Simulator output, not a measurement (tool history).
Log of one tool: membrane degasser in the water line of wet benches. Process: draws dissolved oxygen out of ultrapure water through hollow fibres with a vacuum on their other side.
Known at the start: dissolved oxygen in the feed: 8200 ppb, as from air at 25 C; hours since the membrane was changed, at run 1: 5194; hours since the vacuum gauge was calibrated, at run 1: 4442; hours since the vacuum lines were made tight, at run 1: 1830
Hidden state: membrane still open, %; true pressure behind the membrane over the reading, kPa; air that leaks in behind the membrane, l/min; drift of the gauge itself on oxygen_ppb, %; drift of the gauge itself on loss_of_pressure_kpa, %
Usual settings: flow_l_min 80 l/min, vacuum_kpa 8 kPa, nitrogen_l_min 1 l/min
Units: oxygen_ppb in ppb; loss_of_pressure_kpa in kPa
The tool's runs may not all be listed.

run	hour	flow_l_min	vacuum_kpa	nitrogen_l_min	hours since the membrane was changed	hours since the vacuum gauge was calibrated	hours since the vacuum lines were made tight	oxygen_ppb	loss_of_pressure_kpa
1	0	80	8	1	5194	4442	1830	638	60.71
2	258.7	80	8	1	5453	4701	2089	633.9	61.09
3	482.7	80	8	1	5677	4925	2313	642.8	61.13
4	693.8	80	7.09	1	5888	5136	2524	528	61.01
5	942.6	80	7.09	1	6137	5385	2773	528.1	61.15
6	1223.7	80	7.09	1	6418	5666	3054	532.7	61.11
7	1434.6	80	7.09	1	6629	5877	3265	526.7	60.96
8	1683	67	8	1	6877	6125	3513	561.2	51.21
9	1804.8	67	8	1	6999	6247	3635	562.3	51.55
10	1958.3	80	8	1	7153	6400	3789	635.6	61.38
11	2134.4	80	8	1	7329	6576	3965	640.8	61.75
# hour 2336.4: vacuum gauge calibrated
12	2382.7	80	8	1.17	7577	46	4213	563.4	61.93
13	2498.9	80	8	1.17	7693	162	4329	569.1	61.78
14	2639.3	80	8	1.17	7833	303	4469	566.6	61.71
15	2755.4	80	8	1	7949	419	4585	625.4	61.7
16	3021.9	80	8	1	8216	685	4852	625.9	61.76
17	3155.2	80	8	1	8349	819	4985	634.5	61.87
18	3347.2	80	8	1	8541	1011	5177	626.6	61.94
19	3524	98	8	0.85	8718	1188	5354	803.3	76.6
20	3775.3	76	8	1.15	8969	1439	5605	554.3	58.82
21	4005.9	53	13.07	1.15	9200	1670	5836	822.9	40.81
22	4272.6	79	8	0.84	9467	1936	6102	700.7	61.4
23	4541.2	56	9.3	0.84	9735	2205	6371	691.1	43.71
24	4825.8	103	6.34	2.02	10020	2489	6656	354.8	80.79
25	5095.5	103	6.34	2.02	10289	2759	6925	356.7	80.71
26	5318.9	104	7.04	1.55	10513	2983	7149	500.5	81.06
27	5451.2	104	7.04	1.55	10645	3115	7281	499.3	81.15
28	5628.3	104	7.04	1.55	10822	3292	7458	503.8	82.03
# hour 5748.4: seals of the vacuum lines changed
29	5817.6	65	6.97	1.23	11009	3479	69	378.6	51.23
30	5980.9	52	6.97	0.73	11173	3642	232	456	40.44
31	6213.4	52	6.97	0.73	11405	3875	465	460.5	40.82
32	6420.2	107	7.44	1	11612	4082	672	715.2	83.95
33	6578.6	69	7.44	1.33	11771	4240	830	422.1	53.94

The same runs without the tool's hidden state, with the same run-to-run variation:
run	oxygen_ppb	loss_of_pressure_kpa
1	627.1	59.09
2	622.4	59.37
3	630.5	59.34
4	514.9	59.16
5	514.3	59.22
6	518	59.1
7	511.6	58.88
8	548.6	49.4
9	549.4	49.7
10	619.5	59.13
11	624.1	59.43
12	560	59.53
13	565.3	59.34
14	562.5	59.22
15	621.2	59.18
16	621	59.13
17	629.2	59.19
18	620.9	59.21
19	793.2	73.16
20	548.1	56.08
21	819.7	38.86
22	692.8	58.37
23	686.8	41.49
24	337.4	76.58
25	338.3	76.39
26	480.9	76.62
27	479.3	76.63
28	483	77.42
29	369.5	48.29
30	447.3	38.06
31	451.2	38.38
32	688.1	78.86
33	410.6	50.61
